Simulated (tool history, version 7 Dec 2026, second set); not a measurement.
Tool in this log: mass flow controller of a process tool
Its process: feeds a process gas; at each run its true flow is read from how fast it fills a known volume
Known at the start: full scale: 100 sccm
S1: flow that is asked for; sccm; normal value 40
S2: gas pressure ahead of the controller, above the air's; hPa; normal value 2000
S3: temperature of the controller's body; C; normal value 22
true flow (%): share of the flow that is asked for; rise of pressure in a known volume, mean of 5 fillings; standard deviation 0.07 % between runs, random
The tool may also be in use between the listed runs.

run 1 day=0.000 | S1=40 S2=2000 S3=22 | true_flow_(%)=100.98
run 2 day=8.525 | S1=40 S2=2000 S3=22 | true_flow_(%)=101.02
run 3 day=15.925 | S1=10 S2=2000 S3=22 | true_flow_(%)=99.13
run 4 day=22.400 | S1=40 S2=2000 S3=22 | true_flow_(%)=101.08
run 5 day=30.408 | S1=40 S2=2000 S3=22 | true_flow_(%)=101.07
run 6 day=37.775 | S1=40 S2=2000 S3=22 | true_flow_(%)=101.14
run 7 day=44.083 | S1=40 S2=2000 S3=22 | true_flow_(%)=101.13
run 8 day=48.738 | S1=40 S2=2000 S3=22 | true_flow_(%)=101.11
run 9 day=52.975 | S1=40 S2=2000 S3=22 | true_flow_(%)=101.12
run 10 day=57.508 | S1=40 S2=2550 S3=22 | true_flow_(%)=100.70
run 11 day=63.533 | S1=40 S2=2550 S3=22 | true_flow_(%)=100.85
-- day=64.125 controller's zero set anew
run 12 day=67.300 | S1=40 S2=2550 S3=22 | true_flow_(%)=100.69
run 13 day=73.200 | S1=40 S2=2550 S3=22 | true_flow_(%)=100.72
run 14 day=80.258 | S1=30 S2=2550 S3=22 | true_flow_(%)=99.98
run 15 day=88.004 | S1=30 S2=2550 S3=22 | true_flow_(%)=99.93
run 16 day=96.358 | S1=40 S2=2000 S3=22 | true_flow_(%)=101.05
-- day=103.321 controller's zero set anew, once more
run 17 day=104.646 | S1=40 S2=2000 S3=22 | true_flow_(%)=102.15
run 18 day=111.362 | S1=40 S2=2190 S3=22 | true_flow_(%)=101.98
run 19 day=115.583 | S1=12 S2=2190 S3=26 | true_flow_(%)=100.31
run 20 day=120.792 | S1=12 S2=2000 S3=22 | true_flow_(%)=100.71
run 21 day=127.900 | S1=95 S2=2000 S3=27 | true_flow_(%)=103.74
run 22 day=132.204 | S1=13 S2=1790 S3=36 | true_flow_(%)=99.64
run 23 day=138.983 | S1=13 S2=1760 S3=22 | true_flow_(%)=100.80
run 24 day=145.542 | S1=56 S2=1950 S3=33 | true_flow_(%)=101.97
run 25 day=151.371 | S1=44 S2=2000 S3=22 | true_flow_(%)=102.42
run 26 day=155.450 | S1=44 S2=2000 S3=22 | true_flow_(%)=102.41
run 27 day=164.054 | S1=44 S2=2000 S3=27 | true_flow_(%)=101.95
run 28 day=168.288 | S1=44 S2=2000 S3=27 | true_flow_(%)=102.04
run 29 day=173.008 | S1=42 S2=2470 S3=22 | true_flow_(%)=102.19
run 30 day=178.562 | S1=19 S2=2470 S3=22 | true_flow_(%)=100.62
run 31 day=182.417 | S1=19 S2=2470 S3=22 | true_flow_(%)=100.62
run 32 day=191.171 | S1=10 S2=2350 S3=22 | true_flow_(%)=99.19
run 33 day=196.296 | S1=17 S2=2350 S3=22 | true_flow_(%)=100.41
run 34 day=200.679 | S1=50 S2=2270 S3=40 | true_flow_(%)=101.09
run 35 day=206.321 | S1=50 S2=2270 S3=40 | true_flow_(%)=101.15
run 36 day=213.221 | S1=50 S2=1820 S3=36 | true_flow_(%)=101.80

4 options for the next run, each taken on its own from the tool as it stands now. Forecast them:
run A day=218.558 | S1=34 S2=1680 S3=22 | true_flow_(%)=?
run B day=218.558 | S1=11 S2=2000 S3=22 | true_flow_(%)=?
run C day=218.558 | S1=17 S2=2200 S3=37 | true_flow_(%)=?
run D day=218.558 | S1=14 S2=1770 S3=33 | true_flow_(%)=?

run=A true_flow_(%)=102.34
run=B true_flow_(%)=99.33
run=C true_flow_(%)=99.30
run=D true_flow_(%)=99.23
Had the tool no hidden state, the same runs would have come out as:
run=A true_flow_(%)=98.27
run=B true_flow_(%)=97.22
run=C true_flow_(%)=96.16
run=D true_flow_(%)=96.50

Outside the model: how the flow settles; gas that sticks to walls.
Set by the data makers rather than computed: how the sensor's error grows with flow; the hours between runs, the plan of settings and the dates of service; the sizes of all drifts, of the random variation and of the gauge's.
